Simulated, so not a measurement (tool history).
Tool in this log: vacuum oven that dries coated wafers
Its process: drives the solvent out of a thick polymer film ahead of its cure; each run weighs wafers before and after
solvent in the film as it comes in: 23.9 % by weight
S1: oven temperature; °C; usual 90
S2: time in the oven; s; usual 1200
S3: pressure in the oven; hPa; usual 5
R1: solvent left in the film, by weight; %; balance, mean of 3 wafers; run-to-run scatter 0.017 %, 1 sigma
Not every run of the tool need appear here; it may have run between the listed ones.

run	hour	S1	S2	S3	R1
1	0	90	1200	5	2.12
2	15	96	1200	5	0.98
3	25.2	96	1200	5	1
4	40.7	96	1200	5	0.96
5	52.2	96	1200	5	0.97
6	64.5	96	1200	5	0.96
7	84.4	96	1200	5	1
8	101.2	96	1200	5	0.97
9	122.8	79	1200	5	5.76
# hour 125.5: vacuum gauge cleaned of residue and calibrated
10	135.1	79	1200	5	5.77
11	149.2	79	1200	5	5.75
12	166	79	1200	5	5.72
13	180.1	79	1200	5	5.76
14	198.5	90	1200	5	2.1
# hour 213: vacuum gauge cleaned of residue and calibrated, once more
15	221.4	90	1200	6.01	2.12
16	231.4	90	1200	6.01	2.12
17	249.2	90	1200	6.01	2.09
18	268.9	91	960	14.52	3.29
19	288.1	91	960	14.52	3.28
20	298.5	95	1200	5	1.07
21	318.3	104	600	5	1.83
22	339.1	104	600	5	1.8
23	359.8	104	600	5	1.78
24	380.8	92	1320	5.41	1.3
25	393.3	79	1500	5.97	4.27
26	409.3	78	1500	6.78	4.72
27	427.3	83	660	5	8.16
28	442.8	83	660	5	8.18
29	456.9	83	660	5	8.16

Consider 3 possible next runs. They are alternatives, not a sequence: every one starts from the tool as it was left by run 29. What does each give?
A	478.6	84	1320	9.15	?
B	478.6	99	1680	3.07	?
C	478.6	104	1260	15.65	?

run	R1
A	3.44
B	0.18
C	0.59
Without the tool's unlogged condition, the same runs would have read:
run	R1
A	3.89
B	0.23
C	0.65
